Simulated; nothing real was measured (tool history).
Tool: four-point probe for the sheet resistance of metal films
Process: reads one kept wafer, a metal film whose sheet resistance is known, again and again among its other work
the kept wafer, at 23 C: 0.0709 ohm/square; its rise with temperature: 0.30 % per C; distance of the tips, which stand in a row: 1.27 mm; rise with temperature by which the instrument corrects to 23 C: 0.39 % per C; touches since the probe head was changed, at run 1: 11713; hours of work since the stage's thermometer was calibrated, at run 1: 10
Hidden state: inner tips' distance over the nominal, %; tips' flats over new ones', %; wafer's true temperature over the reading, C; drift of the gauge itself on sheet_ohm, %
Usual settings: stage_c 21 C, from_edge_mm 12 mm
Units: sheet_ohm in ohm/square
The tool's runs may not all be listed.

| run | hour | stage_c | from_edge_mm | touches since the probe head was changed | hours of work since the stage's thermometer was calibrated | sheet_ohm |
|---|---|---|---|---|---|---|
| 1 | 0 | 21 | 12 | 11713 | 10 | 0.070854 |
| 2 | 15 | 21 | 12 | 11995 | 17 | 0.070848 |
| 3 | 23.8 | 21 | 12 | 12161 | 22 | 0.070845 |
| 4 | 38.5 | 21 | 12 | 12438 | 29 | 0.070858 |
| 5 | 56.4 | 21 | 12 | 12775 | 37 | 0.070851 |
| 6 | 68.1 | 21 | 12 | 12996 | 42 | 0.070822 |
| 7 | 79.8 | 21 | 12 | 13216 | 48 | 0.070867 |
| 8 | 97.4 | 21 | 12 | 13547 | 56 | 0.07085 |
| 9 | 115.7 | 21 | 12 | 13893 | 65 | 0.070828 |
| 10 | 131.3 | 23 | 12 | 14185 | 72 | 0.070691 |
| 11 | 146.4 | 23 | 12 | 14471 | 79 | 0.07069 |
| 12 | 166 | 23 | 12 | 14839 | 88 | 0.070696 |
| 13 | 177.9 | 23 | 12 | 15064 | 94 | 0.070695 |
| 14 | 193.9 | 23 | 12 | 15364 | 101 | 0.070699 |
| 15 | 202.7 | 23 | 12 | 15531 | 106 | 0.070668 |
| 16 | 211 | 23 | 12 | 15688 | 110 | 0.070682 |
| 17 | 228.1 | 21 | 12 | 16010 | 118 | 0.070835 |
| 18 | 243.3 | 21 | 12 | 16296 | 125 | 0.070783 |
| 19 | 258.5 | 21 | 22 | 16581 | 132 | 0.070502 |
| 20 | 267.9 | 21 | 22 | 16758 | 136 | 0.070508 |
| 21 | 282.7 | 20 | 14 | 17037 | 143 | 0.070761 |
| 22 | 294.8 | 29 | 7 | 17266 | 149 | 0.071112 |
| 23 | 311.6 | 29 | 7 | 17582 | 157 | 0.071097 |
| 24 | 320.1 | 31 | 8 | 17742 | 161 | 0.070681 |
| 25 | 340.3 | 31 | 8 | 18122 | 170 | 0.070657 |
| 26 | 357.1 | 20 | 28 | 18439 | 178 | 0.070471 |
| 27 | 373.3 | 21 | 4 | 18743 | 186 | 0.073952 |
| 28 | 391.2 | 24 | 41 | 19081 | 194 | 0.070202 |
| 29 | 404.1 | 24 | 41 | 19324 | 200 | 0.07018 |
| 30 | 423.2 | 24 | 41 | 19684 | 209 | 0.070189 |
| 31 | 438.6 | 23 | 12 | 19975 | 216 | 0.070638 |
| 32 | 450.6 | 34 | 45 | 20200 | 222 | 0.069585 |
| 33 | 468.2 | 34 | 5 | 20532 | 230 | 0.071895 |
| 34 | 478.1 | 26 | 4 | 20718 | 235 | 0.073603 |
| 35 | 496.6 | 31 | 6 | 21067 | 244 | 0.071348 |
| 36 | 516 | 31 | 6 | 21432 | 253 | 0.071358 |
| 37 | 532.3 | 20 | 16 | 21739 | 260 | 0.070617 |
| 38 | 542.9 | 33 | 18 | 21939 | 265 | 0.069788 |

Forecast each of these 5 alternatives for the next run:
| A | 551.3 | 22 | 18 | 22096 | 269 | ? |
| B | 551.3 | 30 | 6 | 22096 | 269 | ? |
| C | 551.3 | 20 | 12 | 22096 | 269 | ? |
| D | 551.3 | 21 | 61 | 22096 | 269 | ? |
| E | 551.3 | 27 | 13 | 22096 | 269 | ? |

| run | sheet_ohm |
|---|---|
| A | 0.070414 |
| B | 0.071394 |
| C | 0.070793 |
| D | 0.070328 |
| E | 0.070284 |
Without the tool's hidden state the same runs would have given:
| run | sheet_ohm |
|---|---|
| A | 0.071137 |
| B | 0.072126 |
| C | 0.07152 |
| D | 0.07105 |
| E | 0.071005 |
